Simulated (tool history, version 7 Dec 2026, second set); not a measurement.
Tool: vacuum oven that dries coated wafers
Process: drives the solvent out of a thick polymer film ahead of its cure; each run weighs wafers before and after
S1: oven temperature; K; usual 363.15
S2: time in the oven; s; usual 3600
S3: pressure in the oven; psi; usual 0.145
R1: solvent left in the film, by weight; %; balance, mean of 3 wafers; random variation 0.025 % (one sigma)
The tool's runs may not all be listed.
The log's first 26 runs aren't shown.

run,hour,S1,S2,S3,R1
27,897.3,363.15,6300,0.119,2.39
28,944.3,365.15,5400,0.306,3.13
29,995.6,365.15,3720,0.306,5.24
30,1018.3,363.15,4620,0.566,5.3
31,1046.7,368.15,6480,0.566,2.48
32,1069.9,357.15,3240,0.109,8.53
33,1116,355.15,4980,0.39,7.18
34,1140.1,363.15,2700,0.197,7.96
35,1165.4,363.15,2700,0.197,7.93
36,1204.4,363.15,2700,0.197,7.88
37,1247.3,363.15,5580,0.129,3.01
38,1296.6,355.15,6240,0.084,4.6
39,1320.3,363.15,3600,0.441,6.5
40,1360.5,371.15,5940,0.119,1.17
41,1391.7,377.15,2160,0.12,4.62
42,1441.7,377.15,2160,0.12,4.63
43,1482.7,377.15,2160,0.12,4.66
44,1507.8,366.15,3720,0.093,4.42
45,1533.8,366.15,3720,0.093,4.43
46,1560.2,363.15,3600,0.122,5.71

Forecast each of these 4 alternatives for the next run:
A,1610,354.15,2640,0.145,?
B,1610,376.15,3600,0.145,?
C,1610,363.15,4860,0.122,?
D,1610,363.15,3600,0.107,?

run,R1
A,11.16
B,2.1
C,3.75
D,5.61
Without the tool's hidden state the same runs would have given:
run,R1
A,11.18
B,2.11
C,3.76
D,5.62
